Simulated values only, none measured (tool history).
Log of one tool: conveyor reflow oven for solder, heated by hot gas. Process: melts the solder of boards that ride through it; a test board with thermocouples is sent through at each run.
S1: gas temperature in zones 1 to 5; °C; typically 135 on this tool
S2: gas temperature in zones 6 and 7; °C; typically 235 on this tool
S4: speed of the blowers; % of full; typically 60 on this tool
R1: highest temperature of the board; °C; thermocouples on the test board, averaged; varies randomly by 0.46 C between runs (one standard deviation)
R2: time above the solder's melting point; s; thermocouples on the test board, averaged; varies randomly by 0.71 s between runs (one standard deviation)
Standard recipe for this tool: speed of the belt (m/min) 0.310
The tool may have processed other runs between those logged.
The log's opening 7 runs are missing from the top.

run 8 hour=222.5 | S1=135 S2=235 speed_of_the_belt_(m/min)=0.310 S4=60 | R1=219.2 R2=88.2
run 9 hour=261.9 | S1=127 S2=235 speed_of_the_belt_(m/min)=0.310 S4=60 | R1=216.7 R2=82.2
run 10 hour=291.6 | S1=135 S2=235 speed_of_the_belt_(m/min)=0.310 S4=60 | R1=217.7 R2=86.2
run 11 hour=314.4 | S1=135 S2=235 speed_of_the_belt_(m/min)=0.310 S4=60 | R1=218.4 R2=87.9
run 12 hour=345.5 | S1=135 S2=235 speed_of_the_belt_(m/min)=0.310 S4=60 | R1=218.9 R2=87.9
run 13 hour=383.3 | S1=135 S2=235 speed_of_the_belt_(m/min)=0.310 S4=64 | R1=218.7 R2=86.8
run 14 hour=418.7 | S1=135 S2=235 speed_of_the_belt_(m/min)=0.310 S4=64 | R1=218.9 R2=87.6
-- hour=429.9 flux residue cleaned out of gas plates and filters
run 15 hour=454.6 | S1=135 S2=235 speed_of_the_belt_(m/min)=0.310 S4=64 | R1=218.9 R2=86.8
run 16 hour=488.9 | S1=135 S2=235 speed_of_the_belt_(m/min)=0.310 S4=60 | R1=218.6 R2=87.7
run 17 hour=523.1 | S1=135 S2=235 speed_of_the_belt_(m/min)=0.347 S4=61 | R1=215.3 R2=73.9
run 18 hour=567.6 | S1=135 S2=235 speed_of_the_belt_(m/min)=0.347 S4=69 | R1=216.4 R2=74.4
run 19 hour=589.5 | S1=132 S2=235 speed_of_the_belt_(m/min)=0.347 S4=69 | R1=216.0 R2=73.5
run 20 hour=623.6 | S1=132 S2=235 speed_of_the_belt_(m/min)=0.307 S4=74 | R1=220.9 R2=90.2
run 21 hour=644.3 | S1=129 S2=243 speed_of_the_belt_(m/min)=0.292 S4=52 | R1=224.5 R2=97.3
run 22 hour=670.2 | S1=129 S2=243 speed_of_the_belt_(m/min)=0.292 S4=52 | R1=223.9 R2=97.2
run 23 hour=691.7 | S1=129 S2=243 speed_of_the_belt_(m/min)=0.292 S4=52 | R1=224.4 R2=97.5
run 24 hour=730.3 | S1=129 S2=243 speed_of_the_belt_(m/min)=0.292 S4=52 | R1=223.7 R2=97.4
run 25 hour=763.5 | S1=147 S2=235 speed_of_the_belt_(m/min)=0.310 S4=60 | R1=220.6 R2=95.8
run 26 hour=786.9 | S1=135 S2=225 speed_of_the_belt_(m/min)=0.297 S4=57 | R1=210.3 R2=79.6
run 27 hour=828.9 | S1=135 S2=237 speed_of_the_belt_(m/min)=0.345 S4=78 | R1=219.6 R2=80.1
-- hour=854.5 thermocouples of zones 6 and 7 changed
run 28 hour=861.9 | S1=145 S2=226 speed_of_the_belt_(m/min)=0.352 S4=65 | R1=208.6 R2=69.8
run 29 hour=884.7 | S1=135 S2=227 speed_of_the_belt_(m/min)=0.310 S4=60 | R1=211.0 R2=77.3
-- hour=908.3 flux residue cleaned out of gas plates and filters
run 30 hour=934.8 | S1=146 S2=235 speed_of_the_belt_(m/min)=0.310 S4=69 | R1=221.5 R2=97.0
run 31 hour=955.1 | S1=143 S2=228 speed_of_the_belt_(m/min)=0.310 S4=60 | R1=214.0 R2=86.5

Branching from run 31: 3 alternative next runs. What would each branch give?
run A hour=999.9 | S1=143 S2=229 speed_of_the_belt_(m/min)=0.310 S4=73 | R1=? R2=?
run B hour=999.9 | S1=143 S2=231 speed_of_the_belt_(m/min)=0.310 S4=60 | R1=? R2=?
run C hour=999.9 | S1=143 S2=228 speed_of_the_belt_(m/min)=0.272 S4=82 | R1=? R2=?

run=A R1=216.2 R2=89.9
run=B R1=216.5 R2=89.1
run=C R1=219.4 R2=108.1
What these runs would have given with no unlogged condition in the tool:
run=A R1=216.3 R2=89.9
run=B R1=216.5 R2=89.0
run=C R1=219.4 R2=108.1
